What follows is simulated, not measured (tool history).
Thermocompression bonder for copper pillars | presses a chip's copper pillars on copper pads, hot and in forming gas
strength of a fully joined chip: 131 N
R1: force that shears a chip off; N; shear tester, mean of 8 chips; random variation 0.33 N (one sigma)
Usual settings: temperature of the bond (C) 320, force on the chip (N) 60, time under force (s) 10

Run 1, hour 0.0: usual settings. Result: R1 82.0 N.
Run 2, hour 7.2: usual settings. Result: R1 82.4 N.
Run 3, hour 11.2: usual settings but force on the chip (N) 64. Result: R1 84.7 N.
Run 4, hour 17.8: usual settings but force on the chip (N) 64. Result: R1 85.4 N.
Run 5, hour 27.1: usual settings but time under force (s) 14. Result: R1 90.5 N.
Run 6, hour 31.3: usual settings but time under force (s) 14. Result: R1 90.6 N.
Run 7, hour 37.9: usual settings but time under force (s) 14. Result: R1 90.1 N.
Run 8, hour 44.6: usual settings but time under force (s) 14. Result: R1 90.1 N.
Run 9, hour 50.1: usual settings but time under force (s) 14. Result: R1 90.3 N.
Run 10, hour 59.3: usual settings but temperature of the bond (C) 337, force on the chip (N) 74, time under force (s) 9. Result: R1 99.0 N.
Run 11, hour 65.7: usual settings but temperature of the bond (C) 346, force on the chip (N) 53, time under force (s) 18. Result: R1 109.5 N.
Run 12, hour 74.5: usual settings but temperature of the bond (C) 346, force on the chip (N) 88, time under force (s) 18. Result: R1 119.7 N.
Run 13, hour 82.1: usual settings but force on the chip (N) 50, time under force (s) 9. Result: R1 73.8 N.
Run 14, hour 91.1: usual settings but force on the chip (N) 61, time under force (s) 8. Result: R1 77.2 N.
Run 15, hour 99.6: usual settings but temperature of the bond (C) 329, force on the chip (N) 72, time under force (s) 6. Result: R1 83.0 N.

Hidden state or all else? Some run-to-run changes of R1, split into what the settings, what came in and random variation would give without the hidden state, and what is left for the hidden state (with any gauge scatter that isn't in both results):
The hidden state here: true temperature of the bond over the reading, C; force that reaches the chip, % of what is set; oxide that the forming gas leaves, % of the face; drift of the gauge itself on shear_n, %.
Run 12 -> 13: temperature of the bond (C) 346 -> 320, force on the chip (N) 88 -> 50, time under force (s) 18 -> 9. R1 -45.9 N: hidden state +1.5, all else -47.4.
